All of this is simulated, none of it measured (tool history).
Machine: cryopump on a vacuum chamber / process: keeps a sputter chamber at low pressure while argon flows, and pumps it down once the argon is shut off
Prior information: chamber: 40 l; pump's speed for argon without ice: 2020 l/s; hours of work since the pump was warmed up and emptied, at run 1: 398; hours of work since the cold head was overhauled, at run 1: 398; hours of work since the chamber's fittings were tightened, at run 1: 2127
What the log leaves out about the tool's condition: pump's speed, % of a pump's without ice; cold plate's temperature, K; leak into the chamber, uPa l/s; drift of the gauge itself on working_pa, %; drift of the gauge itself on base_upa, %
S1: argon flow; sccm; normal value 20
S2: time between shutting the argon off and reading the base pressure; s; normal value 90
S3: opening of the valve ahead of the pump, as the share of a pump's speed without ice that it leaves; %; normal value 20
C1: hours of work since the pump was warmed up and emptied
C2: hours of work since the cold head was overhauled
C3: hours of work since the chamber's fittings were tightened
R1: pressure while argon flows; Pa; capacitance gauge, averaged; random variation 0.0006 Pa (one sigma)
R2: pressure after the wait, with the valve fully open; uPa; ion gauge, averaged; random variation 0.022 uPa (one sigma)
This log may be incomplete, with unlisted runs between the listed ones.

run    hour  S1   S2  S3   C1   C2    C3      R1    R2
  1     0.0  20   90  20  398  398  2127  0.0861  1.68
  2    55.6  20   90  35  424  424  2153  0.0496  1.71
  3    83.3  20   79  20  438  438  2166  0.0855  1.75
  4   111.9  23   79  20  451  451  2180  0.0992  1.74
  5   166.6  23   79  20  477  477  2206  0.0986  1.87
  6   191.0  23  260  20  489  489  2218  0.0987  1.48
  7   238.9  20   90  23  511  511  2240  0.0743  1.79
  8   277.0  20   90  32  530  530  2258  0.0541  1.78
  9   329.0  20   90  32  554  554  2283  0.0546  1.88
 10   366.1  20   90  20  572  572  2301  0.0863  1.83
 11   417.2  20   90  20  596  596  2325  0.0862  1.91
 12   453.6  20   90  20  614  614  2342  0.0870  1.85
 13   486.0  20   90  44  629  629  2358  0.0404  1.90
 14   523.9  20   90  57  647  647  2376  0.0319  1.93
 15   576.8  20  199  57  672  672  2401  0.0324  1.72
 16   611.4  20  199  57  689  689  2417  0.0327  1.72
 17   651.8  20  199  57  708  708  2437  0.0322  1.75
      693.1  -- leaking fittings of the chamber tightened, without venting
 18   708.7  20  199  57  734  734     7  0.0338  0.36
 19   752.4  20   87  37  755  755    28  0.0477  0.68
 20   797.8   8   40  38  776  776    50  0.0187  1.20
      822.2  -- pump warmed up, emptied and cooled again
 21   832.8   8   40  38    5  790    64  0.0170  1.18
 22   855.5  25  184  29   16  801    75  0.0733  0.40
 23   896.8  10  283  24   35  821    94  0.0350  0.32
 24   931.3  10  283  24   52  837   111  0.0355  0.35
 25   964.9   9   66  45   68  853   127  0.0167  0.83
 26  1004.9  17  292  20   87  872   146  0.0716  0.39
 27  1028.4  17  292  20   98  883   157  0.0709  0.38
 28  1066.4  15   48  34  116  901   175  0.0379  1.14
 29  1098.8  20   70  60  131  917   190  0.0290  0.83
 30  1122.2  20   36  60  143  928   202  0.0290  1.41
 31  1146.0  32   42  31  154  939   213  0.0885  1.29
 32  1188.3  32   21  16  174  959   233  0.1677  2.14
 33  1234.1  32   21  16  196  981   255  0.1700  2.16

Hidden condition of the tool, last listed run before each entry between runs versus first listed run after:
Runs 17 to 18: leaking fittings of the chamber tightened, without venting (hour 693.1)
  pump's speed, % of a pump's without ice: 84.9 -> 84.3; cold plate's temperature, K: 12.6 -> 12.61; leak into the chamber, uPa l/s: 2586 -> 324
  what was measured, less what the result would be without the hidden state, R1: +0.0032 -> +0.0033 Pa; R2: +1.39 -> +0.04 uPa
Runs 20 to 21: pump warmed up, emptied and cooled again (hour 822.2)
  pump's speed, % of a pump's without ice: 83.4 -> 99.2; cold plate's temperature, K: 12.64 -> 12.65; leak into the chamber, uPa l/s: 364 -> 376
  what was measured, less what the result would be without the hidden state, R1: +0.0015 -> +0.0002 Pa; R2: +0.07 -> +0.05 uPa
